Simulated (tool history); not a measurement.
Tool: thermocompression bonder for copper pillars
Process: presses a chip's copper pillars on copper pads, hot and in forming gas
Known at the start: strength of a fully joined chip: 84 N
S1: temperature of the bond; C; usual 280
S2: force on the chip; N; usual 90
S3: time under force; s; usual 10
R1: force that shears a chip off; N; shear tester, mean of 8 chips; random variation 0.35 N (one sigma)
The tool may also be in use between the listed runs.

Run 1, day 0.000: usual settings. Result: R1 41.9 N.
Run 2, day 2.483: usual settings. Result: R1 41.1 N.
At day 4.800: forming gas filter changed.
Run 3, day 5.183: usual settings but S2 104 N. Result: R1 48.9 N.
Run 4, day 6.446: usual settings but S1 295 C. Result: R1 52.3 N.
Run 5, day 8.867: usual settings but S2 94 N. Result: R1 43.8 N.
Run 6, day 10.500: usual settings but S2 94 N. Result: R1 43.4 N.
At day 12.592: forming gas filter changed.
Run 7, day 13.121: usual settings but S2 94 N. Result: R1 46.5 N.
Run 8, day 14.492: usual settings. Result: R1 44.8 N.
Run 9, day 15.908: usual settings. Result: R1 44.1 N.
At day 18.067: force cell calibrated.
Run 10, day 18.558: usual settings but S3 8 s. Result: R1 37.3 N.
Run 11, day 20.096: usual settings but S3 8 s. Result: R1 36.4 N.
At day 20.496: forming gas filter changed.
Run 12, day 22.025: usual settings. Result: R1 43.4 N.
Run 13, day 23.275: usual settings. Result: R1 43.1 N.
Run 14, day 25.058: usual settings. Result: R1 42.1 N.
Run 15, day 27.271: usual settings. Result: R1 41.2 N.
At day 28.262: forming gas filter changed.
Run 16, day 29.617: usual settings but S1 298 C, S2 79 N, S3 11 s. Result: R1 53.2 N.
Run 17, day 32.121: usual settings but S1 290 C. Result: R1 49.5 N.
At day 33.833: heater calibrated with a thermocouple chip.
Run 18, day 34.375: usual settings but S1 303 C, S2 59 N, S3 23 s. Result: R1 52.8 N.
At day 36.100: forming gas filter changed.
Run 19, day 36.846: usual settings but S1 303 C, S2 59 N, S3 23 s. Result: R1 56.6 N.
Run 20, day 38.288: usual settings but S1 310 C, S2 79 N. Result: R1 55.0 N.
Run 21, day 40.312: usual settings but S1 310 C, S2 79 N. Result: R1 54.1 N.
Run 22, day 42.829: usual settings but S1 310 C, S2 69 N, S3 6 s. Result: R1 42.5 N.
At day 43.988: forming gas filter changed.
Run 23, day 44.562: usual settings but S1 267 C, S2 68 N. Result: R1 29.6 N.
Run 24, day 45.779: usual settings but S1 290 C, S2 56 N, S3 30 s. Result: R1 52.3 N.
Run 25, day 47.571: usual settings but S1 304 C, S2 63 N, S3 29 s. Result: R1 61.8 N.
Run 26, day 49.550: usual settings but S1 254 C, S2 114 N, S3 22 s. Result: R1 43.3 N.
At day 51.775: forming gas filter changed.
Run 27, day 52.246: usual settings but S1 258 C, S2 84 N, S3 5 s. Result: R1 22.4 N.

Forecast each of these 5 alternatives for the next run:
Run A, day 54.100: usual settings but S1 258 C, S2 131 N, S3 28 s. Result: R1 ?.
Run B, day 54.100: usual settings but S1 275 C, S2 98 N, S3 8 s. Result: R1 ?.
Run C, day 54.100: usual settings but S1 277 C, S2 121 N. Result: R1 ?.
Run D, day 54.100: usual settings but S1 258 C, S2 81 N, S3 6 s. Result: R1 ?.
Run E, day 54.100: usual settings but S2 105 N, S3 14 s. Result: R1 ?.

run    R1
  A  56.0
  B  39.7
  C  50.2
  D  23.0
  E  52.5
Without the tool's hidden state the same runs would have given:
run    R1
  A  54.4
  B  38.0
  C  48.6
  D  21.7
  E  51.0
